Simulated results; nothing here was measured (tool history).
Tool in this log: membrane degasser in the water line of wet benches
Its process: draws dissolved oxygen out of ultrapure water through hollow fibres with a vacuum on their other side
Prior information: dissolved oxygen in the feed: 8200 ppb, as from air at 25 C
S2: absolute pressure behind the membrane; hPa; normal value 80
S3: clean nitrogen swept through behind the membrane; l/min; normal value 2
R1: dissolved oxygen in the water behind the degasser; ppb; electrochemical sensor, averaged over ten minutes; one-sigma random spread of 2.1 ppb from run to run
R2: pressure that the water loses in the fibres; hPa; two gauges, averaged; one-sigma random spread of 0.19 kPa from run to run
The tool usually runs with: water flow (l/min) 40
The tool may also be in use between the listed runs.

Run 1, hour 0: usual settings. Result: R1 226.9 ppb, R2 370.6 hPa.
Run 2, hour 184.4: usual settings. Result: R1 230 ppb, R2 374.5 hPa.
Run 3, hour 489.2: usual settings. Result: R1 234.5 ppb, R2 373.1 hPa.
Run 4, hour 789.1: usual settings. Result: R1 232.5 ppb, R2 371.6 hPa.
Run 5, hour 1058.9: usual settings but S3 3.15 l/min. Result: R1 158.6 ppb, R2 373.1 hPa.
At hour 1091.4: vacuum gauge calibrated.
At hour 1197.9: seals of the vacuum lines changed.
Run 6, hour 1217.2: usual settings but S3 3.15 l/min. Result: R1 146 ppb, R2 368.8 hPa.
Run 7, hour 1572: usual settings but S3 3.15 l/min. Result: R1 146.6 ppb, R2 368.8 hPa.
Run 8, hour 1796.2: usual settings but S3 3.15 l/min. Result: R1 147.6 ppb, R2 370.5 hPa.
Run 9, hour 2002.2: usual settings but S3 1.12 l/min. Result: R1 349.2 ppb, R2 373.5 hPa.
Run 10, hour 2262.5: usual settings but S3 1.12 l/min. Result: R1 349.3 ppb, R2 375.1 hPa.
Run 11, hour 2534.1: usual settings but water flow (l/min) 25, S2 75.1 hPa, S3 1.14 l/min. Result: R1 207.6 ppb, R2 234.7 hPa.
Run 12, hour 2724.1: usual settings but water flow (l/min) 28, S2 93.4 hPa, S3 3.08 l/min. Result: R1 135.8 ppb, R2 263 hPa.
Run 13, hour 2895.2: usual settings but water flow (l/min) 28, S2 93.4 hPa, S3 3.08 l/min. Result: R1 135.1 ppb, R2 262.3 hPa.
Run 14, hour 3206.7: usual settings but water flow (l/min) 28, S2 93.4 hPa, S3 3.08 l/min. Result: R1 137.1 ppb, R2 263.6 hPa.
Run 15, hour 3433.1: usual settings but S2 54.7 hPa, S3 1.67 l/min. Result: R1 132.2 ppb, R2 371.3 hPa.
Run 16, hour 3604.2: usual settings but S2 93 hPa, S3 4.2 l/min. Result: R1 144.2 ppb, R2 372.4 hPa.
Run 17, hour 3848.2: usual settings but water flow (l/min) 52, S2 55.7 hPa, S3 3.72 l/min. Result: R1 93 ppb, R2 486.1 hPa.
Run 18, hour 4163.8: usual settings but S2 188.3 hPa. Result: R1 650.1 ppb, R2 375 hPa.
Run 19, hour 4396.4: usual settings but water flow (l/min) 60, S2 188.3 hPa, S3 3.94 l/min. Result: R1 543.2 ppb, R2 562.2 hPa.
Run 20, hour 4710.3: usual settings but water flow (l/min) 60, S2 188.3 hPa, S3 3.94 l/min. Result: R1 543.5 ppb, R2 559.3 hPa.

Below are 4 alternative next runs, each starting from the tool's condition after run 20. Predict each:
Run A, hour 5057.4: usual settings but S3 5.84 l/min. Result: R1 ?, R2 ?.
Run B, hour 5057.4: usual settings but water flow (l/min) 59, S2 59.8 hPa. Result: R1 ?, R2 ?.
Run C, hour 5057.4: usual settings but water flow (l/min) 32, S2 57.7 hPa, S3 0.81 l/min. Result: R1 ?, R2 ?.
Run D, hour 5057.4: usual settings but water flow (l/min) 36, S2 53.2 hPa, S3 1.46 l/min. Result: R1 ?, R2 ?.

run     R1     R2
  A     88  372.9
  B  203.4  552.5
  C  215.1  300.5
  D    129  336.8
Take away the tool's hidden state, keep each run's random variation, and the runs would have read:
run     R1     R2
  A     83  363.1
  B  187.5    538
  C  198.5  292.6
  D  116.6    328

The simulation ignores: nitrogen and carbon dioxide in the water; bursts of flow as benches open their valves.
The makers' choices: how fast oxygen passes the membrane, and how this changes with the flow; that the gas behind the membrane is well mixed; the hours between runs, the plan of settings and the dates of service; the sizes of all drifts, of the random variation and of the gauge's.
